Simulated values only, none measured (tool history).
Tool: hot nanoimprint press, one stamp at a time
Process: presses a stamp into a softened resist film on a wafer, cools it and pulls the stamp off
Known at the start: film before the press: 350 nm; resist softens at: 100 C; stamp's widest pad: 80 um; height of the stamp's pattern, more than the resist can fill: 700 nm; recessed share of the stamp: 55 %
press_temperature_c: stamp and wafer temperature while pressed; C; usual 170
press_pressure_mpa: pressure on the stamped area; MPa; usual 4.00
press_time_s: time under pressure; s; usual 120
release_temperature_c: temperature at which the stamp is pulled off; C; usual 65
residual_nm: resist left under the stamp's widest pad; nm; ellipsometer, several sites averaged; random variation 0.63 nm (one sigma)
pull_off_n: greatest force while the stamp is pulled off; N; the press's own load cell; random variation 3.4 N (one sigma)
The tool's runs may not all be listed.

run   hour  press_temperature_c  press_pressure_mpa  press_time_s  release_temperature_c  residual_nm  pull_off_n
  1    0.0                  170                4.00           120                     65        175.0         187
  2    5.9                  170                4.00           120                     65        174.3         184
  3   14.2                  172                4.00           120                     65        167.0         189
  4   22.1                  170                4.31           120                     65        169.9         195
  5   31.0                  165                4.00           120                     65        200.4         197
  6   37.1                  165                4.00           120                     65        198.9         198
  7   44.7                  165                4.00           120                     65        199.7         190
  8   48.9                  165                4.00           120                     65        200.7         193
  9   54.2                  170                4.00            97                     65        187.8         198
 10   61.6                  170                4.00           158                     65        159.2         200
 11   67.0                  170                4.00           158                     65        159.1         192
 12   73.7                  170                4.00           158                     65        159.3         198
      83.0  -- plate thermocouple calibrated
 13   83.9                  170                4.00            84                     65        202.0         198
 14   92.6                  170                4.00            84                     65        199.7         210
 15  101.4                  170                2.53           120                     65        218.0         214
 16  107.3                  176                2.53            88                     66        208.9         213
 17  114.8                  175                2.73           208                     69        156.4         194
 18  123.2                  170                4.72           120                     67        165.7         206
 19  128.1                  170                4.72           120                     67        165.9         212
 20  134.3                  170                4.72           120                     67        165.5         212
 21  141.4                  170                4.72           120                     67        165.7         216
 22  149.6                  170                3.76            68                     65        218.6         223
 23  153.9                  170                3.76            68                     65        218.8         216
 24  159.3                  170                3.76            68                     65        219.2         221
 25  167.2                  172                2.66            68                     65        239.0         230
 26  171.8                  178                4.00           118                     65        147.1         231
 27  175.7                  178                3.40           111                     50        163.0         295
 28  183.6                  167                3.40           111                     50        211.4         296
 29  189.5                  166                6.19           120                     55        162.4         278
 30  194.6                  166                6.19           120                     55        162.6         284

3 ways to go on from here, each from the tool as it stands after run 30. What would each give?
  A  201.5                  166                4.00           120                     65            ?           ?
  B  201.5                  170                4.00           120                     50            ?           ?
  C  201.5                  166                6.19           121                     55            ?           ?

run  residual_nm  pull_off_n
  A        198.3         230
  B        178.4         314
  C        161.6         291
Without the tool's hidden state the same runs would have given:
run  residual_nm  pull_off_n
  A        197.9         159
  B        178.0         217
  C        160.5         201
